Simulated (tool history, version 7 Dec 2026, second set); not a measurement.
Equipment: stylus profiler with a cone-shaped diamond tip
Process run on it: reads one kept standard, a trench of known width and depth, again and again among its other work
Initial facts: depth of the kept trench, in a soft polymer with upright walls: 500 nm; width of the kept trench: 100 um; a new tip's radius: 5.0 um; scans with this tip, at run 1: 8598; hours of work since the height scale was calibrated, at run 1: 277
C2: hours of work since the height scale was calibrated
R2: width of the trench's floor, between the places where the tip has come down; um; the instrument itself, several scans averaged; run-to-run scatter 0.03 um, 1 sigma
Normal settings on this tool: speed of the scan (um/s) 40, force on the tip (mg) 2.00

run 1 hour=0.0 | speed_of_the_scan_(um/s)=40 force_on_the_tip_(mg)=2.00 | scans_with_this_tip=8598 C2=277 | depth_of_the_trench_(nm)=502.77 R2=95.48
run 2 hour=88.8 | speed_of_the_scan_(um/s)=112 force_on_the_tip_(mg)=2.00 | scans_with_this_tip=8961 C2=335 | depth_of_the_trench_(nm)=502.88 R2=95.13
run 3 hour=154.7 | speed_of_the_scan_(um/s)=112 force_on_the_tip_(mg)=2.00 | scans_with_this_tip=9231 C2=377 | depth_of_the_trench_(nm)=502.98 R2=95.13
run 4 hour=260.9 | speed_of_the_scan_(um/s)=14 force_on_the_tip_(mg)=2.00 | scans_with_this_tip=9665 C2=446 | depth_of_the_trench_(nm)=503.10 R2=95.52
run 5 hour=374.7 | speed_of_the_scan_(um/s)=74 force_on_the_tip_(mg)=2.00 | scans_with_this_tip=10131 C2=519 | depth_of_the_trench_(nm)=502.66 R2=95.30
run 6 hour=433.7 | speed_of_the_scan_(um/s)=40 force_on_the_tip_(mg)=2.00 | scans_with_this_tip=10372 C2=557 | depth_of_the_trench_(nm)=502.63 R2=95.50
run 7 hour=537.9 | speed_of_the_scan_(um/s)=40 force_on_the_tip_(mg)=2.00 | scans_with_this_tip=10799 C2=624 | depth_of_the_trench_(nm)=502.72 R2=95.42
run 8 hour=621.1 | speed_of_the_scan_(um/s)=40 force_on_the_tip_(mg)=2.00 | scans_with_this_tip=11139 C2=678 | depth_of_the_trench_(nm)=502.94 R2=95.46
run 9 hour=687.9 | speed_of_the_scan_(um/s)=40 force_on_the_tip_(mg)=5.86 | scans_with_this_tip=11412 C2=721 | depth_of_the_trench_(nm)=505.70 R2=95.46
run 10 hour=755.7 | speed_of_the_scan_(um/s)=40 force_on_the_tip_(mg)=1.21 | scans_with_this_tip=11690 C2=765 | depth_of_the_trench_(nm)=502.08 R2=95.34
run 11 hour=806.9 | speed_of_the_scan_(um/s)=40 force_on_the_tip_(mg)=1.21 | scans_with_this_tip=11899 C2=798 | depth_of_the_trench_(nm)=501.84 R2=95.38
run 12 hour=893.3 | speed_of_the_scan_(um/s)=40 force_on_the_tip_(mg)=4.99 | scans_with_this_tip=12253 C2=854 | depth_of_the_trench_(nm)=505.25 R2=95.46
run 13 hour=983.0 | speed_of_the_scan_(um/s)=19 force_on_the_tip_(mg)=4.99 | scans_with_this_tip=12620 C2=912 | depth_of_the_trench_(nm)=505.14 R2=95.51
run 14 hour=1031.7 | speed_of_the_scan_(um/s)=40 force_on_the_tip_(mg)=2.00 | scans_with_this_tip=12819 C2=943 | depth_of_the_trench_(nm)=502.86 R2=95.42
run 15 hour=1127.1 | speed_of_the_scan_(um/s)=40 force_on_the_tip_(mg)=2.00 | scans_with_this_tip=13210 C2=1005 | depth_of_the_trench_(nm)=502.76 R2=95.42
run 16 hour=1182.1 | speed_of_the_scan_(um/s)=122 force_on_the_tip_(mg)=2.00 | scans_with_this_tip=13435 C2=1040 | depth_of_the_trench_(nm)=502.96 R2=95.10
-- hour=1240.0 height scale calibrated on a step standard
run 17 hour=1291.9 | speed_of_the_scan_(um/s)=28 force_on_the_tip_(mg)=2.00 | scans_with_this_tip=13882 C2=33 | depth_of_the_trench_(nm)=502.77 R2=95.51
run 18 hour=1356.7 | speed_of_the_scan_(um/s)=75 force_on_the_tip_(mg)=0.88 | scans_with_this_tip=14147 C2=75 | depth_of_the_trench_(nm)=501.51 R2=95.12
run 19 hour=1443.9 | speed_of_the_scan_(um/s)=18 force_on_the_tip_(mg)=5.80 | scans_with_this_tip=14504 C2=132 | depth_of_the_trench_(nm)=505.64 R2=95.54

Run 20 comes next. What will it give?
run 20 hour=1507.1 | speed_of_the_scan_(um/s)=42 force_on_the_tip_(mg)=5.78 | scans_with_this_tip=14762 C2=172 | depth_of_the_trench_(nm)=? R2=?

{"run 20": {"depth of the trench (nm)": 505.92, "R2": 95.53}}
Without the tool's hidden state the same run would have given depth of the trench (nm) 505.92, R2 95.55 um.
